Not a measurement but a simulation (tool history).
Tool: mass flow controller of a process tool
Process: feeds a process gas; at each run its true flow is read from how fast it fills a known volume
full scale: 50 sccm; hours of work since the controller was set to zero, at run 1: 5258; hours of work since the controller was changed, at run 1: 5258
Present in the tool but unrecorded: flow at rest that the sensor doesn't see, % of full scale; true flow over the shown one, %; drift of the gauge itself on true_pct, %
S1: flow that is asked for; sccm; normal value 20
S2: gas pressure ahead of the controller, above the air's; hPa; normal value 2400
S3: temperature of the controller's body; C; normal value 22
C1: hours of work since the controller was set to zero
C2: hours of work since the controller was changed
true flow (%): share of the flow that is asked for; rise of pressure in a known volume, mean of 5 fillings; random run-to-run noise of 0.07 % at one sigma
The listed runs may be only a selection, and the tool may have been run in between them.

{"run": 1, "hour": 0.0, "S1": 20, "S2": 2400, "S3": 22, "C1": 5258, "C2": 5258, "true flow (%)": 98}
{"run": 2, "hour": 317.5, "S1": 20, "S2": 1900, "S3": 22, "C1": 5459, "C2": 5459, "true flow (%)": 98.07}
{"run": 3, "hour": 665.2, "S1": 20, "S2": 1660, "S3": 22, "C1": 5678, "C2": 5678, "true flow (%)": 98.37}
{"run": 4, "hour": 1028.2, "S1": 20, "S2": 1660, "S3": 22, "C1": 5907, "C2": 5907, "true flow (%)": 98.28}
{"run": 5, "hour": 1434.7, "S1": 20, "S2": 1660, "S3": 22, "C1": 6163, "C2": 6163, "true flow (%)": 98.35}
{"run": 6, "hour": 1667.8, "S1": 20, "S2": 2080, "S3": 22, "C1": 6310, "C2": 6310, "true flow (%)": 98.12}
{"run": 7, "hour": 1958.7, "S1": 20, "S2": 2400, "S3": 22, "C1": 6494, "C2": 6494, "true flow (%)": 97.81}
{"run": 8, "hour": 2279.3, "S1": 20, "S2": 2400, "S3": 22, "C1": 6696, "C2": 6696, "true flow (%)": 97.88}
{"run": 9, "hour": 2626.1, "S1": 34, "S2": 2400, "S3": 22, "C1": 6915, "C2": 6915, "true flow (%)": 98.76}
{"run": 10, "hour": 3089.7, "S1": 20, "S2": 2400, "S3": 25, "C1": 7207, "C2": 7207, "true flow (%)": 97.8}
{"run": 11, "hour": 3532.5, "S1": 20, "S2": 2400, "S3": 29, "C1": 7486, "C2": 7486, "true flow (%)": 97.49}
{"run": 12, "hour": 3774.4, "S1": 20, "S2": 2400, "S3": 29, "C1": 7639, "C2": 7639, "true flow (%)": 97.46}
{"hour": 3875.0, "done": "controller's zero set anew"}
{"run": 13, "hour": 4135.1, "S1": 23, "S2": 2400, "S3": 22, "C1": 164, "C2": 7866, "true flow (%)": 98}
{"run": 14, "hour": 4600.4, "S1": 23, "S2": 2400, "S3": 22, "C1": 458, "C2": 8160, "true flow (%)": 98.19}
{"run": 15, "hour": 5037.5, "S1": 23, "S2": 2400, "S3": 22, "C1": 733, "C2": 8435, "true flow (%)": 97.87}
{"run": 16, "hour": 5454.7, "S1": 23, "S2": 2400, "S3": 22, "C1": 996, "C2": 8698, "true flow (%)": 98.13}
{"run": 17, "hour": 5890.8, "S1": 23, "S2": 2400, "S3": 22, "C1": 1271, "C2": 8973, "true flow (%)": 98.2}
{"run": 18, "hour": 6133.7, "S1": 20, "S2": 1770, "S3": 22, "C1": 1425, "C2": 9127, "true flow (%)": 98.44}
{"run": 19, "hour": 6552.0, "S1": 20, "S2": 1770, "S3": 22, "C1": 1688, "C2": 9390, "true flow (%)": 98.26}
{"run": 20, "hour": 6997.5, "S1": 20, "S2": 2400, "S3": 22, "C1": 1969, "C2": 9671, "true flow (%)": 97.84}
{"run": 21, "hour": 7321.7, "S1": 20, "S2": 2400, "S3": 22, "C1": 2174, "C2": 9876, "true flow (%)": 97.84}
{"run": 22, "hour": 7686.9, "S1": 20, "S2": 2400, "S3": 22, "C1": 2404, "C2": 10106, "true flow (%)": 97.91}
{"run": 23, "hour": 8055.4, "S1": 20, "S2": 2400, "S3": 22, "C1": 2637, "C2": 10339, "true flow (%)": 97.82}
{"run": 24, "hour": 8339.1, "S1": 20, "S2": 2400, "S3": 22, "C1": 2816, "C2": 10518, "true flow (%)": 97.75}
{"run": 25, "hour": 8799.5, "S1": 20, "S2": 2640, "S3": 39, "C1": 3106, "C2": 10808, "true flow (%)": 96.67}
{"run": 26, "hour": 9109.0, "S1": 20, "S2": 2640, "S3": 39, "C1": 3301, "C2": 11003, "true flow (%)": 96.7}
{"run": 27, "hour": 9458.0, "S1": 17, "S2": 2400, "S3": 26, "C1": 3521, "C2": 11223, "true flow (%)": 97.44}
{"run": 28, "hour": 9780.3, "S1": 41, "S2": 1600, "S3": 29, "C1": 3725, "C2": 11427, "true flow (%)": 99.38}
{"run": 29, "hour": 10018.5, "S1": 41, "S2": 2080, "S3": 35, "C1": 3875, "C2": 11577, "true flow (%)": 98.71}
{"run": 30, "hour": 10227.5, "S1": 16, "S2": 2400, "S3": 27, "C1": 4007, "C2": 11709, "true flow (%)": 97.39}
{"run": 31, "hour": 10602.4, "S1": 20, "S2": 2400, "S3": 34, "C1": 4243, "C2": 11945, "true flow (%)": 97.25}
{"hour": 10648.6, "done": "controller exchanged for a calibrated one"}
{"run": 32, "hour": 11025.3, "S1": 28, "S2": 1970, "S3": 28, "C1": 238, "C2": 238, "true flow (%)": 98.31}
{"run": 33, "hour": 11338.1, "S1": 22, "S2": 1970, "S3": 28, "C1": 435, "C2": 435, "true flow (%)": 97.99}
{"run": 34, "hour": 11724.7, "S1": 22, "S2": 1970, "S3": 28, "C1": 679, "C2": 679, "true flow (%)": 98.06}
{"run": 35, "hour": 12059.2, "S1": 22, "S2": 1970, "S3": 28, "C1": 890, "C2": 890, "true flow (%)": 98.06}
{"run": 36, "hour": 12470.1, "S1": 22, "S2": 1970, "S3": 28, "C1": 1149, "C2": 1149, "true flow (%)": 97.85}
{"run": 37, "hour": 12669.9, "S1": 18, "S2": 1550, "S3": 22, "C1": 1275, "C2": 1275, "true flow (%)": 98.31}
{"run": 38, "hour": 13082.3, "S1": 22, "S2": 2060, "S3": 22, "C1": 1535, "C2": 1535, "true flow (%)": 98.26}
{"run": 39, "hour": 13488.1, "S1": 16, "S2": 2060, "S3": 26, "C1": 1791, "C2": 1791, "true flow (%)": 97.54}
{"run": 40, "hour": 13951.9, "S1": 6, "S2": 1990, "S3": 22, "C1": 2083, "C2": 2083, "true flow (%)": 97.16}
{"run": 41, "hour": 14154.2, "S1": 6, "S2": 2400, "S3": 28, "C1": 2211, "C2": 2211, "true flow (%)": 96.49}
{"run": 42, "hour": 14608.7, "S1": 6, "S2": 2400, "S3": 28, "C1": 2498, "C2": 2498, "true flow (%)": 96.48}
{"run": 43, "hour": 14994.2, "S1": 6, "S2": 2400, "S3": 28, "C1": 2741, "C2": 2741, "true flow (%)": 96.56}
{"run": 44, "hour": 15335.3, "S1": 6, "S2": 2400, "S3": 28, "C1": 2956, "C2": 2956, "true flow (%)": 96.4}
{"run": 45, "hour": 15792.3, "S1": 7, "S2": 2200, "S3": 33, "C1": 3244, "C2": 3244, "true flow (%)": 96.55}
{"run": 46, "hour": 16012.3, "S1": 20, "S2": 1600, "S3": 22, "C1": 3383, "C2": 3383, "true flow (%)": 98.4}
{"run": 47, "hour": 16209.0, "S1": 5, "S2": 2090, "S3": 25, "C1": 3507, "C2": 3507, "true flow (%)": 96.91}

Here are 5 independent what-if runs from the current tool condition. What would each one return?
{"run": "A", "hour": 16665.6, "S1": 7, "S2": 2600, "S3": 24, "C1": 3795, "C2": 3795, "true flow (%)": "?"}
{"run": "B", "hour": 16665.6, "S1": 6, "S2": 2090, "S3": 25, "C1": 3795, "C2": 3795, "true flow (%)": "?"}
{"run": "C", "hour": 16665.6, "S1": 25, "S2": 1590, "S3": 25, "C1": 3795, "C2": 3795, "true flow (%)": "?"}
{"run": "D", "hour": 16665.6, "S1": 5, "S2": 2200, "S3": 25, "C1": 3795, "C2": 3795, "true flow (%)": "?"}
{"run": "E", "hour": 16665.6, "S1": 5, "S2": 2200, "S3": 25, "C1": 3795, "C2": 3795, "true flow (%)": "?"}

run=A true_flow_(%)=96.73
run=B true_flow_(%)=96.94
run=C true_flow_(%)=98.57
run=D true_flow_(%)=96.83
run=E true_flow_(%)=96.83
Take away the tool's hidden state, keep each run's random variation, and the runs would have read:
run=A true_flow_(%)=96.75
run=B true_flow_(%)=96.98
run=C true_flow_(%)=98.58
run=D true_flow_(%)=96.87
run=E true_flow_(%)=96.87
